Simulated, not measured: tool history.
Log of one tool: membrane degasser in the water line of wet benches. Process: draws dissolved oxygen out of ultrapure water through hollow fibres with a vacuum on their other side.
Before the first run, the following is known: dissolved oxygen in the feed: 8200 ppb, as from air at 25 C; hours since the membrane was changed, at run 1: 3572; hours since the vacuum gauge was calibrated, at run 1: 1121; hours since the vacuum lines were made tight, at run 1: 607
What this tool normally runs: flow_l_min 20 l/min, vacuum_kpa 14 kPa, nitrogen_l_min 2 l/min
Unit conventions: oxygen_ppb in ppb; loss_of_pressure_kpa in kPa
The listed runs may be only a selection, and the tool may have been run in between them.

run,hour,flow_l_min,vacuum_kpa,nitrogen_l_min,hours since the membrane was changed,hours since the vacuum gauge was calibrated,hours since the vacuum lines were made tight,oxygen_ppb,loss_of_pressure_kpa
1,0,20,14,2,3572,1121,607,322,48.34
2,50,20,14,0.98,3622,1171,657,533.1,48.27
3,131.4,20,14,0.98,3704,1253,738,546.6,47.8
4,220.4,20,24.6,2,3793,1342,827,546.1,48.18
5,319.3,20,24.6,2,3892,1440,926,550.1,48.22
6,401.6,20,24.6,2,3974,1523,1008,557.9,48.34
7,506,26,14,2,4078,1627,1113,478.6,62.98
8,614.1,16,14,2,4187,1735,1221,240.8,38.65
9,681.5,20,14,2,4254,1803,1288,324.6,48.41
10,762.1,27,14,2,4335,1883,1369,512.4,65.39
11,867.9,27,14,2,4440,1989,1475,518.5,65.51
12,960.2,18,14,2,4533,2081,1567,282.8,43.54
13,1030.7,20,14,2.16,4603,2152,1637,311.5,48.39
14,1077.6,18,14,2.16,4650,2199,1684,262.1,43.34
15,1176,18,14,2.16,4748,2297,1783,264.9,43.67
16,1254.1,18,14,4.02,4827,2375,1861,171.2,43.33
# hour 1259.7: vacuum gauge calibrated
17,1355,17,14,4.02,4927,95,1961,156.5,41.42
18,1456.3,17,14,4.02,5028,197,2063,155.7,41.31
19,1555.3,20,9.1,2.15,5127,296,2162,210,48.82
# hour 1586: vacuum gauge calibrated, once more
20,1626.7,20,9.1,2.15,5198,41,2233,204.1,48.51
21,1682.6,20,9.1,2.15,5254,97,2288,207.2,48.56
22,1729.6,18,26.6,4.46,5301,144,2335,279.3,43.53
23,1831.7,16,14,1.4,5403,246,2437,316.6,38.65
24,1931.9,16,12.6,3.93,5503,346,2538,125.5,38.96
25,2002.5,16,9.6,0.99,5574,416,2608,267.1,39.43
26,2061.6,12,14,3.57,5633,476,2667,100.5,29.28
27,2117.5,12,14,3.57,5689,531,2723,100.2,29.43
28,2222.2,17,9.3,3.63,5794,636,2828,113.8,41.77
29,2315.6,17,9.3,3.63,5887,730,2921,113.2,41.92
30,2423.3,20,13.5,2.15,5995,837,3029,303.9,49.19
31,2511.6,20,13.5,2.15,6083,926,3117,308.6,49.19

Had the tool no unlogged condition, and each run kept its random variation, what would the results have been?
Hidden conditions of the tool in this case: membrane still open, %; true pressure behind the membrane over the reading, kPa; air that leaks in behind the membrane, l/min; drift of the gauge itself on oxygen_ppb, %; drift of the gauge itself on loss_of_pressure_kpa, %.
run,oxygen_ppb,loss_of_pressure_kpa
1,309.5,46.83
2,519.2,46.75
3,531.7,46.26
4,532,46.58
5,535.2,46.58
6,542.3,46.66
7,452.6,60.75
8,230.8,37.24
9,308.1,46.62
10,482,62.92
11,486.8,62.97
12,268.1,41.82
13,293.1,46.44
14,247.4,41.58
15,249.6,41.86
16,157.5,41.49
17,143.3,39.64
18,142.2,39.51
19,187.5,46.65
20,187.4,46.32
21,189.9,46.34
22,264.4,41.52
23,304.1,36.82
24,115.4,37.1
25,254.6,37.53
26,95,27.85
27,94.6,27.97
28,101.3,39.66
29,100.4,39.77
30,281.3,46.63
31,285.2,46.56

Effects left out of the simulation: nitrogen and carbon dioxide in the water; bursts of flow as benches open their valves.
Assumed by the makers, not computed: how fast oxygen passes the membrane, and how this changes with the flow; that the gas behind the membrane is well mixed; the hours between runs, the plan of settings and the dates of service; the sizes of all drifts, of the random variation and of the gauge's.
